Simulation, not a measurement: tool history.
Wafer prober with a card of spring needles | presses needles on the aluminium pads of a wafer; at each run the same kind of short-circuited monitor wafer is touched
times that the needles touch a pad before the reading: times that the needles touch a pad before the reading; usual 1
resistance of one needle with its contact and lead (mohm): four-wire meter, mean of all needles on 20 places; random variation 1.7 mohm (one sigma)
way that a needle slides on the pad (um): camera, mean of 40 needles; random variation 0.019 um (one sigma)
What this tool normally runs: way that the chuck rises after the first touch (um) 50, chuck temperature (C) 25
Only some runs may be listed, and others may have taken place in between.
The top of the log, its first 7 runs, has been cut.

| run | day | way that the chuck rises after the first touch (um) | chuck temperature (C) | times that the needles touch a pad before the reading | resistance of one needle with its contact and lead (mohm) | way that a needle slides on the pad (um) |
|---|---|---|---|---|---|---|
|  | 3.862 | tips cleaned on abrasive film |
|  | 4.292 | tips cleaned on abrasive film |
| 8 | 4.325 | 50 | 25 | 1 | 186 | 6.63 |
|  | 4.738 | tips cleaned on abrasive film |
| 9 | 4.833 | 38 | 25 | 1 | 212 | 5.03 |
|  | 5.204 | tips cleaned on abrasive film |
| 10 | 5.425 | 41 | 25 | 1 | 230 | 5.42 |
|  | 5.679 | tips cleaned on abrasive film |
| 11 | 5.988 | 50 | 25 | 1 | 221 | 6.64 |
|  | 6.154 | tips cleaned on abrasive film |
| 12 | 6.450 | 50 | 25 | 1 | 226 | 6.61 |
|  | 6.621 | tips cleaned on abrasive film |
| 13 | 6.775 | 50 | 37 | 1 | 204 | 6.62 |
|  | 7.062 | tips cleaned on abrasive film |
| 14 | 7.350 | 50 | 37 | 1 | 217 | 6.60 |
|  | 7.546 | tips cleaned on abrasive film |
|  | 8.004 | tips cleaned on abrasive film |
| 15 | 8.004 | 50 | 37 | 2 | 183 | 6.54 |
| 16 | 8.329 | 50 | 25 | 1 | 228 | 6.58 |
|  | 8.475 | tips cleaned on abrasive film |
|  | 8.904 | tips cleaned on abrasive film |
| 17 | 8.942 | 33 | 69 | 2 | 204 | 4.28 |
| 18 | 9.288 | 65 | 69 | 1 | 216 | 8.58 |
|  | 9.346 | tips cleaned on abrasive film |
|  | 9.775 | tips cleaned on abrasive film |
| 19 | 9.996 | 43 | 76 | 3 | 206 | 5.60 |
|  | 10.221 | tips cleaned on abrasive film |
| 20 | 10.475 | 43 | 76 | 3 | 206 | 5.60 |
|  | 10.692 | tips cleaned on abrasive film |
| 21 | 11.008 | 50 | 50 | 2 | 214 | 6.53 |
|  | 11.129 | tips cleaned on abrasive film |
| 22 | 11.375 | 50 | 50 | 2 | 207 | 6.52 |
|  | 11.592 | tips cleaned on abrasive film |
| 23 | 11.933 | 37 | 48 | 2 | 237 | 4.75 |
|  | 12.029 | tips cleaned on abrasive film |
| 24 | 12.367 | 50 | 45 | 1 | 232 | 6.51 |
|  | 12.475 | tips cleaned on abrasive film |
| 25 | 12.708 | 38 | 42 | 1 | 241 | 4.89 |
|  | 12.912 | tips cleaned on abrasive film |
| 26 | 13.288 | 50 | 25 | 2 | 215 | 6.47 |
|  | 13.358 | tips cleaned on abrasive film |
|  | 13.788 | tips cleaned on abrasive film |
| 27 | 13.896 | 50 | 25 | 2 | 193 | 6.47 |
|  | 14.242 | tips cleaned on abrasive film |
| 28 | 14.308 | 50 | 25 | 2 | 189 | 6.43 |
|  | 14.688 | tips cleaned on abrasive film |
| 29 | 14.925 | 50 | 25 | 2 | 206 | 6.39 |
|  | 15.133 | tips cleaned on abrasive film |
| 30 | 15.400 | 50 | 31 | 2 | 203 | 6.41 |
|  | 15.604 | tips cleaned on abrasive film |
| 31 | 15.771 | 50 | 31 | 2 | 199 | 6.40 |

3 ways to go on from here, each from the tool as it stands after run 31. What would each give?
|  | 16.038 | tips cleaned on abrasive film |
|  | 16.483 | tips cleaned on abrasive film |
| A | 16.521 | 50 | 41 | 2 | ? | ? |
|  | 16.038 | tips cleaned on abrasive film |
|  | 16.483 | tips cleaned on abrasive film |
| B | 16.521 | 37 | 25 | 2 | ? | ? |
|  | 16.038 | tips cleaned on abrasive film |
|  | 16.483 | tips cleaned on abrasive film |
| C | 16.521 | 31 | 67 | 2 | ? | ? |

| run | resistance of one needle with its contact and lead (mohm) | way that a needle slides on the pad (um) |
|---|---|---|
| A | 185 | 6.40 |
| B | 193 | 4.69 |
| C | 209 | 3.83 |
The same runs, with their run-to-run variation unchanged, on a tool lacking any hidden condition would have given:
| run | resistance of one needle with its contact and lead (mohm) | way that a needle slides on the pad (um) |
|---|---|---|
| A | 179 | 6.68 |
| B | 182 | 4.97 |
| C | 194 | 4.11 |
